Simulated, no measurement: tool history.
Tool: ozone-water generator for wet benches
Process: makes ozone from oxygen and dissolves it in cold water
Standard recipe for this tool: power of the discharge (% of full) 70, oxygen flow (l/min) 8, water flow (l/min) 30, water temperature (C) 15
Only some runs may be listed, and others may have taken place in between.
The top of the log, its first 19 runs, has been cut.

run    hour  power of the discharge (% of full)  oxygen flow (l/min)  water flow (l/min)  water temperature (C)  hours of work since the electrodes were changed  hours of work since the contactor was cleaned  hours of work since the thermometer was calibrated  dissolved ozone (ppm)  ozone in the gas ahead of the water (g/m3)
 20  1605.6                                  70                    8                  40                     15                                             3297                                           7465                                                 845                   15.8                                       226.7
 21  1707.5                                  80                    8                  40                      9                                             3389                                           7557                                                 937                   17.9                                       240.2
     1766.1  -- contactor cleaned
 22  1810.4                                  70                 13.6                  38                     15                                             3478                                             40                                                1026                   16.5                                       159.5
 23  1864.9                                  54                10.26                  38                     15                                             3527                                             89                                                1076                   14.8                                       166.2
 24  1919.5                                  72                    8                  30                      9                                             3577                                            139                                                1125                   24.1                                       225.4
 25  2029.4                                  72                    8                  30                      9                                             3676                                            238                                                1224                   24.4                                       225.6
 26    2140                                  70                    8                  25                     15                                             3776                                            338                                                1324                   26.7                                       222.3
 27  2217.9                                  70                 7.08                  19                     16                                             3847                                            409                                                1395                   33.7                                       243.7
 28    2288                                  90                 9.31                  19                     16                                             3910                                            472                                                1458                   36.3                                       228.8
 29  2363.2                                  87                    8                  30                     15                                             3978                                            540                                                1526                   24.9                                       249.2
 30    2483                                  70                    8                  30                     12                                             4086                                            648                                                1635                   22.7                                       222.3
 31  2534.2                                  70                    8                  30                     12                                             4133                                            695                                                1681                   22.7                                       222.5
 32    2606                                  70                    8                  30                     12                                             4198                                            760                                                1746                   22.5                                         221

Forecast each of these 5 alternatives for the next run:
  A  2703.5                                  70                 6.02                  45                     12                                             4286                                            848                                                1834                      ?                                           ?
  B  2703.5                                  70                 8.21                  30                     10                                             4286                                            848                                                1834                      ?                                           ?
  C  2703.5                                  70                  8.8                  32                      9                                             4286                                            848                                                1834                      ?                                           ?
  D  2703.5                                  70                    8                  22                     15                                             4286                                            848                                                1834                      ?                                           ?
  E  2703.5                                  70                    8                  30                      8                                             4286                                            848                                                1834                      ?                                           ?

run  dissolved ozone (ppm)  ozone in the gas ahead of the water (g/m3)
  A                   14.2                                       267.5
  B                   23.1                                       218.5
  C                   21.9                                       207.2
  D                   29.1                                       220.5
  E                   23.8                                       220.3
With the hidden condition removed and each run's random variation left untouched, the same runs would have given:
run  dissolved ozone (ppm)  ozone in the gas ahead of the water (g/m3)
  A                   15.1                                       282.7
  B                   24.6                                       230.8
  C                   23.2                                         219
  D                   30.8                                         233
  E                   25.3                                       232.7
